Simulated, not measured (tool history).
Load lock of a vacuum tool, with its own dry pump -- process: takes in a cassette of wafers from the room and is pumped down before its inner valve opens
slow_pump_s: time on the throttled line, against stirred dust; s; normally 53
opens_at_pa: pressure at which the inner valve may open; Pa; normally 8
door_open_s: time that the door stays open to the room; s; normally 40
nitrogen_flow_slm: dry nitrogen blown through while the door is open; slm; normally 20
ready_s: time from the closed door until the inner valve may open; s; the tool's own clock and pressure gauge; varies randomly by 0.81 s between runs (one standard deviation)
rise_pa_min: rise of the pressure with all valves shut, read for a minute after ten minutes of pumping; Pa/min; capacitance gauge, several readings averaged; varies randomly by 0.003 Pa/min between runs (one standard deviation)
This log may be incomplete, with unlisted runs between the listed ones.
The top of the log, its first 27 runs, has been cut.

run	hour	slow_pump_s	opens_at_pa	door_open_s	nitrogen_flow_slm	hours that the pump has run since its overhaul	times that the door has closed on its seal	incoming humidity of the room's air, %	ready_s	rise_pa_min
28	2619	71	8	40	4	5275	28069	44.4	144.3	0.273
29	2746.9	84	7	40	15	5403	28649	45.2	154	0.268
30	2874.4	84	7	40	15	5530	29228	47.8	155.4	0.283
31	3008.4	53	9	117	19	5664	29835	45	128.5	0.29
32	3114.1	53	9	117	19	5770	30315	46.1	129.1	0.3
33	3206.6	53	6	40	6	5862	30734	43.9	135.3	0.304
34	3282	53	8	54	33	5938	31076	42.5	132.4	0.297
35	3383.1	53	8	54	33	6039	31534	45.5	128.9	0.297
36	3458.5	53	8	145	11	6114	31877	47.1	129.3	0.338

Each row is a separate what-if for the run after 36, all from the same tool condition, not one after another. Results?
A	3575.6	53	8	38	11	6231	32408	46.1	?	?
B	3575.6	33	8	126	20	6231	32408	44.9	?	?
C	3575.6	45	6	145	8	6231	32408	44.2	?	?

run	ready_s	rise_pa_min
A	130.3	0.337
B	114.9	0.329
C	126.9	0.344
Without the tool's unlogged condition, the same runs would have read:
run	ready_s	rise_pa_min
A	126	0.025
B	110.5	0.026
C	122.4	0.038
